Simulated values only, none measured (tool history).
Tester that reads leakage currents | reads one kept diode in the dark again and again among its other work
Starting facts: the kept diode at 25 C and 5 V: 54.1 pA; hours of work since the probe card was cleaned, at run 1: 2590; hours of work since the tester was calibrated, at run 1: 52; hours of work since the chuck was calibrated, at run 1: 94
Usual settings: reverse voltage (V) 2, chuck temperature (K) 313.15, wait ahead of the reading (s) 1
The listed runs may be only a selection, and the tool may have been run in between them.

run    hour  reverse voltage (V)  chuck temperature (K)  wait ahead of the reading (s)  hours of work since the probe card was cleaned  hours of work since the tester was calibrated  hours of work since the chuck was calibrated  current that the tester gives (pA)
  1       0                    2                 313.15                              1                                            2590                                             52                                            94                              125.82
  2    18.7                    2                 313.15                              1                                            2598                                             59                                           101                              125.96
  3    48.3                    2                 313.15                              1                                            2610                                             71                                           113                              124.89
  4    74.5                    2                 296.15                              1                                            2620                                             82                                           124                               35.89
  5   105.3                    2                 296.15                              1                                            2633                                             94                                           136                               35.85
  6   146.2                    2                 296.15                              1                                            2649                                            110                                           153                               35.29
  7   164.7                    2                 312.15                              1                                            2656                                            118                                           160                              115.19
  8   183.5                    2                 296.15                              1                                            2664                                            125                                           167                               35.45
  9   202.8                    2                 296.15                              1                                            2672                                            133                                           175                               35.63
 10   231.2                    2                 296.15                              1                                            2683                                            145                                           187                               35.48
 11   251.8                    2                 313.15                              1                                            2691                                            153                                           195                               123.3
 12   279.3                    2                 313.15                              1                                            2702                                            164                                           206                              123.02
 13   297.6                    2                 313.15                              1                                            2710                                            171                                           213                              122.29
 14   334.1                19.82                 313.15                              1                                            2724                                            186                                           228                              335.57
 15   356.8                    2                 322.15                              1                                            2733                                            195                                           237                              231.04
 16   388.1                    2                 322.15                              1                                            2746                                            207                                           249                              229.21
 17   424.8                    2                 322.15                              1                                            2761                                            222                                           264                              228.29
 18     447                    2                 322.15                              1                                            2769                                            231                                           273                              228.59
 19   464.3                 1.21                 313.15                              1                                            2776                                            238                                           280                               97.51
 20   498.2                 1.21                 297.15                              1                                            2790                                            251                                           293                               29.42
 21   537.2                 1.21                 297.15                              1                                            2806                                            267                                           309                               29.49
 22   578.9                 1.64                 328.15                           0.88                                            2822                                            284                                           326                              315.61
 23   614.9                 1.64                 328.15                           0.88                                            2837                                            298                                           340                              312.83
      644.3  -- probe card cleaned and baked
 24   658.5                 1.64                 328.15                           0.88                                               6                                            314                                           356                              308.12
 25   693.7                13.47                 314.15                           9.95                                              20                                            328                                           371                              257.89
 26   717.8                 6.18                 322.15                           3.95                                              29                                            338                                           380                              338.53
 27     749                 6.18                 322.15                           3.95                                              42                                            351                                           393                               337.8
 28   778.1                 2.05                 311.15                           0.41                                              54                                            362                                           404                                98.4
 29     811                 1.29                 325.15                           2.52                                              67                                            375                                           418                              225.14
 30     848                 2.83                 309.15                           0.68                                              82                                            390                                           432                               94.84
 31   870.4                 1.04                 309.15                           0.68                                              91                                            399                                           441                               63.41
 32   897.4                 1.04                 309.15                           0.68                                             101                                            410                                           452                                63.3
 33   923.1                 1.04                 309.15                           0.68                                             112                                            420                                           462                               62.94
 34   945.9                 1.01                 315.15                           0.68                                             121                                            429                                           472                               97.86
 35   987.6                 2.69                 315.15                           3.68                                             137                                            446                                           488                              142.52
 36  1013.3                 7.76                 327.15                           3.68                                             148                                            456                                           498                              512.55
 37  1053.2                 7.76                 327.15                           3.68                                             164                                            472                                           514                              513.17
     1083.1  -- chuck's temperature calibrated
 38  1095.8                 7.57                 327.15                           3.68                                             180                                            489                                             5                              565.64
 39  1114.1                 7.57                 327.15                           3.68                                             187                                            496                                            12                              569.23
 40  1132.7                 7.57                 327.15                           3.68                                             195                                            503                                            20                              562.88

Branching from run 40: 3 alternative next runs. What would each branch give?
  A  1151.9                    2                 304.15                           0.33                                             202                                            511                                            28                                   ?
  B  1151.9                 2.65                 317.15                           2.22                                             202                                            511                                            28                                   ?
  C  1151.9                11.83                 308.15                              1                                             202                                            511                                            28                                   ?

run  current that the tester gives (pA)
  A                               62.98
  B                               184.8
  C                              173.14
Take away the tool's hidden state, keep each run's random variation, and the runs would have read:
run  current that the tester gives (pA)
  A                               63.05
  B                              185.46
  C                              172.35

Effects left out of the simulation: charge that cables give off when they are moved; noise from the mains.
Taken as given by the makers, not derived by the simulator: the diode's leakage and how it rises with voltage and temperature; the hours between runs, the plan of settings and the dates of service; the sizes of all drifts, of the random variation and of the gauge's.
